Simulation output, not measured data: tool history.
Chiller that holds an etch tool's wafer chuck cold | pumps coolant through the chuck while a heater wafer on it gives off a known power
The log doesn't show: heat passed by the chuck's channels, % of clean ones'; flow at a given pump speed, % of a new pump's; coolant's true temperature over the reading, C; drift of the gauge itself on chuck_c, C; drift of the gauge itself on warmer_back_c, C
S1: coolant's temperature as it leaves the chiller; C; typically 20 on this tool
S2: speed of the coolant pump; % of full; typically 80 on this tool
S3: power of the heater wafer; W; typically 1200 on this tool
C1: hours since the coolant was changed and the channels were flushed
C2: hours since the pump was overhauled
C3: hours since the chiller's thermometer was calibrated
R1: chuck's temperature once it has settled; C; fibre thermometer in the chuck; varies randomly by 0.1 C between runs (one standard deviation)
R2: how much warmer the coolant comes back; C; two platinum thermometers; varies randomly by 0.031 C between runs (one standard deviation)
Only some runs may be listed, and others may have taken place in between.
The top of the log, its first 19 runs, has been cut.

At hour 2829.6: gauge calibrated.
Run 20, hour 2947: usual settings but S1 16 C, S2 76 % of full, S3 1404 W; C1 2160; C2 9503; C3 1743. Result: R1 31.2 C, R2 3.27 C.
Run 21, hour 3048: usual settings but S1 22 C, S2 98 % of full, S3 804 W; C1 2261; C2 9604; C3 1844. Result: R1 29.3 C, R2 1.45 C.
Run 22, hour 3218.6: usual settings but S1 22 C, S2 98 % of full, S3 804 W; C1 2432; C2 9775; C3 2015. Result: R1 29.2 C, R2 1.41 C.
Run 23, hour 3362.6: usual settings but S1 24 C, S2 66 % of full; C1 2576; C2 9919; C3 2159. Result: R1 38.2 C, R2 3.29 C.
Run 24, hour 3551: usual settings but S1 24 C, S2 66 % of full; C1 2764; C2 10107; C3 2347. Result: R1 38.2 C, R2 3.38 C.
At hour 3633.4: chiller's thermometer calibrated.
Run 25, hour 3731.9: usual settings but S1 10 C, S2 66 % of full; C1 2944; C2 10287; C3 99. Result: R1 24.2 C, R2 3.38 C.
Run 26, hour 3891.7: usual settings but S3 733 W; C1 3104; C2 10447; C3 258. Result: R1 27.6 C, R2 1.78 C.
Run 27, hour 4091.9: usual settings but S1 15 C, S3 761 W; C1 3304; C2 10647; C3 459. Result: R1 22.6 C, R2 1.9 C.
Run 28, hour 4236.3: usual settings but S1 15 C, S2 89 % of full, S3 1336 W; C1 3448; C2 10792; C3 603. Result: R1 27.6 C, R2 2.79 C.

The next listed run, before its measurement:
Run 29, hour 4414.2: usual settings but S1 15 C, S2 89 % of full, S3 919 W; C1 3626; C2 10969; C3 781. Result: R1 ?, R2 ?.

R1: 23.6 C
R2: 1.97 C
If the tool had no hidden condition, the same run with the same run-to-run variation would have returned R1 23.6 C, R2 1.71 C.

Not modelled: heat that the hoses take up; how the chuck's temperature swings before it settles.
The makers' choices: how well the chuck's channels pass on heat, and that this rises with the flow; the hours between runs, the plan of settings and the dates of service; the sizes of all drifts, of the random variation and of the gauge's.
